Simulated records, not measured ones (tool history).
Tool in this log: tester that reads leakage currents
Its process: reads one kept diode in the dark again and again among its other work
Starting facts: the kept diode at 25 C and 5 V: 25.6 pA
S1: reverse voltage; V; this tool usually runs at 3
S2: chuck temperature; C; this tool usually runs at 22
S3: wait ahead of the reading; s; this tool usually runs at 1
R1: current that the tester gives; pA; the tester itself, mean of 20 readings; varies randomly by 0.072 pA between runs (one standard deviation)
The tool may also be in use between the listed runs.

run      day     S1  S2    S3      R1
  1        0      3  22     1    20.3
  2    6.083      3  22     1   21.05
  3   13.688      3  22     1   21.82
      19.212  -- tester calibrated
  4   21.312      3  22     1   22.51
      21.912  -- chuck's temperature calibrated
  5   29.212      3  22     1   20.03
  6   36.804      3  58     1  219.46
  7   41.188   8.25  58     1  327.87
  8   48.292   8.25  58     1   332.5
  9   56.692   8.25  58     1  340.85
 10   63.521      3  22     1    23.5
 11   69.288      3  22     1   24.25
 12   75.479    9.9  22     1   49.58
 13   83.088    9.9  22     1   51.95
 14   88.617    9.9  22     1   53.89
      92.092  -- probe card cleaned and baked
 15   94.938    9.9  22     1   70.56
 16  103.746    9.9  22     1      73
     105.825  -- chuck's temperature calibrated
 17   111.15    9.9  22     1   69.78
 18    115.1    9.9  22     1   71.21
 19  123.292     11  22     1   79.78
 20  129.425     11  22     1    81.8
     133.004  -- probe card cleaned and baked, once more
 21  138.162  15.82  21  0.74   38.16
 22   141.85   2.43  21  0.74   16.77
 23  146.525   2.43  21  0.74   17.32
 24  150.879   2.77  35  0.93   50.06
 25    156.4   2.77  35  0.93   50.59
     157.204  -- tester calibrated
 26  162.658   7.75  28  3.09   48.57
 27  169.883   7.75  30  3.09   56.96
 28  174.208   7.75  25  3.91   42.66
 29   179.75   7.75  25  3.91   43.97
 30  187.212    9.9  25  6.48   51.81
     190.446  -- chuck's temperature calibrated
 31  191.138    9.9  56  6.48   304.7
 32  196.396    9.9  56  6.48  309.06
 33  204.546    9.9  27  9.14   56.65
 34  210.525  11.94  27   5.1   65.46
 35  216.496  11.94  29  0.82   77.35
 36  225.521  11.94  29  0.82      81
     229.654  -- probe card cleaned and baked
 37  233.979  11.94  29  0.82   57.15
 38  240.612   9.37  22     1   33.14
 39  246.817   9.37  22     1   34.98

Consider 3 possible next runs. They are alternatives, not a sequence: every one starts from the tool as it was left by run 39. What does each give?
  A  252.088   5.14  22  1.06   ?
  B  252.088  11.14  44  1.61   ?
  C  252.088      3  49   4.9   ?

run      R1
  A   27.11
  B  163.41
  C  133.13
Stripped of hidden state, with their random variation kept, the same runs would have yielded:
run      R1
  A   21.38
  B  139.59
  C  116.84

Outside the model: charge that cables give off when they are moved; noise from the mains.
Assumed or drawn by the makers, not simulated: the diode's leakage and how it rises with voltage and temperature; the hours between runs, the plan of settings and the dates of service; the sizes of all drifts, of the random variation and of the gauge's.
